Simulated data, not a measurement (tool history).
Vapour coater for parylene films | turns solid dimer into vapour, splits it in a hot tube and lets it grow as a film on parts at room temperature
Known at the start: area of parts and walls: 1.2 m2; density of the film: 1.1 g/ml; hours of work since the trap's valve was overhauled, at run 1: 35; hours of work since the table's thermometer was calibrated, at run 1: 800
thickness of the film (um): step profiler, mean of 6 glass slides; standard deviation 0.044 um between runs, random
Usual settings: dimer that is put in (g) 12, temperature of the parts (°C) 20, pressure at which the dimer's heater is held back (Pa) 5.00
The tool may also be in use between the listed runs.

run,day,dimer that is put in (g),temperature of the parts (°C),pressure at which the dimer's heater is held back (Pa),hours of work since the trap's valve was overhauled,hours of work since the table's thermometer was calibrated,thickness of the film (um)
1,0.000,12,20,5.00,35,800,4.85
2,1.175,12,20,5.00,58,824,4.84
3,1.712,12,20,5.00,69,834,4.94
4,2.392,12,20,5.00,82,848,4.86
5,3.225,12,32,5.00,99,864,3.95
6,3.938,12,32,5.33,113,878,3.90
7,5.138,8,20,5.00,136,902,3.19
8,6.025,12,19,5.00,154,920,4.88
9,7.079,12,19,5.00,175,941,4.87
10,7.912,17,26,9.46,191,957,5.67
11,8.421,17,26,9.46,202,967,5.77
12,9.308,12,17,2.62,219,985,5.14
13,9.929,12,20,9.17,231,997,4.50
14,10.858,12,20,9.17,250,1015,4.41
15,11.892,12,20,9.17,270,1036,4.41
16,12.708,12,20,9.17,286,1052,4.37
17,13.250,9,13,2.04,297,1063,4.21

Forecast each of these 5 alternatives for the next run:
A,13.942,12,22,8.15,311,1077,?
B,13.942,13,23,3.58,311,1077,?
C,13.942,9,32,2.65,311,1077,?
D,13.942,7,21,5.57,311,1077,?
E,13.942,12,23,7.59,311,1077,?

run,thickness of the film (um)
A,4.25
B,4.90
C,3.00
D,2.65
E,4.18
With the hidden condition removed and each run's random variation left untouched, the same runs would have given:
run,thickness of the film (um)
A,4.57
B,5.28
C,3.23
D,2.85
E,4.51
